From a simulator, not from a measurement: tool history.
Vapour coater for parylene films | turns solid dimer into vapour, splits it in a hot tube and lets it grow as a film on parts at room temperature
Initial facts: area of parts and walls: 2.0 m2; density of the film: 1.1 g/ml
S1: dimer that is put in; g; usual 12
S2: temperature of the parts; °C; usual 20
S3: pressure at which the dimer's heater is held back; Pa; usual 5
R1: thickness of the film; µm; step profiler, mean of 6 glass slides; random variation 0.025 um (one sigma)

run 1 hour=0 | S1=12 S2=20 S3=5 | R1=3.44
run 2 hour=16.6 | S1=12 S2=20 S3=2.38 | R1=3.65
run 3 hour=25.1 | S1=12 S2=20 S3=2.38 | R1=3.64
run 4 hour=40.1 | S1=17 S2=20 S3=5 | R1=4.75
run 5 hour=51.7 | S1=12 S2=20 S3=5.46 | R1=3.33
run 6 hour=62.8 | S1=12 S2=20 S3=5.46 | R1=3.29
run 7 hour=79.1 | S1=12 S2=20 S3=5 | R1=3.39
run 8 hour=91.6 | S1=12 S2=20 S3=5 | R1=3.31
run 9 hour=107.4 | S1=12 S2=20 S3=5 | R1=3.36
run 10 hour=122.8 | S1=12 S2=20 S3=5 | R1=3.28
run 11 hour=134.8 | S1=12 S2=20 S3=5 | R1=3.32
run 12 hour=146 | S1=12 S2=20 S3=5 | R1=3.26
run 13 hour=155.7 | S1=12 S2=20 S3=3.37 | R1=3.4
run 14 hour=166.9 | S1=12 S2=20 S3=3.37 | R1=3.42
run 15 hour=179.1 | S1=12 S2=19 S3=3.37 | R1=3.54
run 16 hour=186.8 | S1=12 S2=19 S3=3.37 | R1=3.48
run 17 hour=198.9 | S1=12 S2=13 S3=5 | R1=4.24
run 18 hour=213.6 | S1=12 S2=13 S3=5 | R1=4.15
run 19 hour=226.5 | S1=20 S2=14 S3=5 | R1=6.73
run 20 hour=233.6 | S1=20 S2=14 S3=5 | R1=6.74
run 21 hour=247.6 | S1=20 S2=14 S3=3.4 | R1=7.02
run 22 hour=260.9 | S1=7 S2=20 S3=2.03 | R1=2.03
run 23 hour=273.9 | S1=14 S2=26 S3=3.44 | R1=3.05
run 24 hour=282.9 | S1=8 S2=26 S3=3.44 | R1=1.74
run 25 hour=292.7 | S1=8 S2=26 S3=3.44 | R1=1.72
run 26 hour=302.4 | S1=8 S2=26 S3=3.44 | R1=1.73
run 27 hour=311.7 | S1=8 S2=26 S3=3.44 | R1=1.74
run 28 hour=326.7 | S1=10 S2=17 S3=5 | R1=2.89
-- hour=332.6 trap's valve overhauled
run 29 hour=343 | S1=12 S2=29 S3=2.18 | R1=2.83
run 30 hour=352.1 | S1=6 S2=23 S3=4.64 | R1=1.63
run 31 hour=365 | S1=7 S2=20 S3=4.36 | R1=2.15
run 32 hour=373.7 | S1=7 S2=20 S3=4.36 | R1=2.1

Consider 4 possible next runs. They are alternatives, not a sequence: every one starts from the tool as it was left by run 32. What does each give?
run A hour=389.4 | S1=11 S2=16 S3=2.65 | R1=?
run B hour=389.4 | S1=15 S2=20 S3=4.36 | R1=?
run C hour=389.4 | S1=7 S2=14 S3=4.36 | R1=?
run D hour=389.4 | S1=12 S2=20 S3=5.58 | R1=?

run=A R1=4.1
run=B R1=4.57
run=C R1=2.69
run=D R1=3.55
Without the tool's unlogged condition, the same runs would have read:
run=A R1=4.14
run=B R1=4.63
run=C R1=2.72
run=D R1=3.59

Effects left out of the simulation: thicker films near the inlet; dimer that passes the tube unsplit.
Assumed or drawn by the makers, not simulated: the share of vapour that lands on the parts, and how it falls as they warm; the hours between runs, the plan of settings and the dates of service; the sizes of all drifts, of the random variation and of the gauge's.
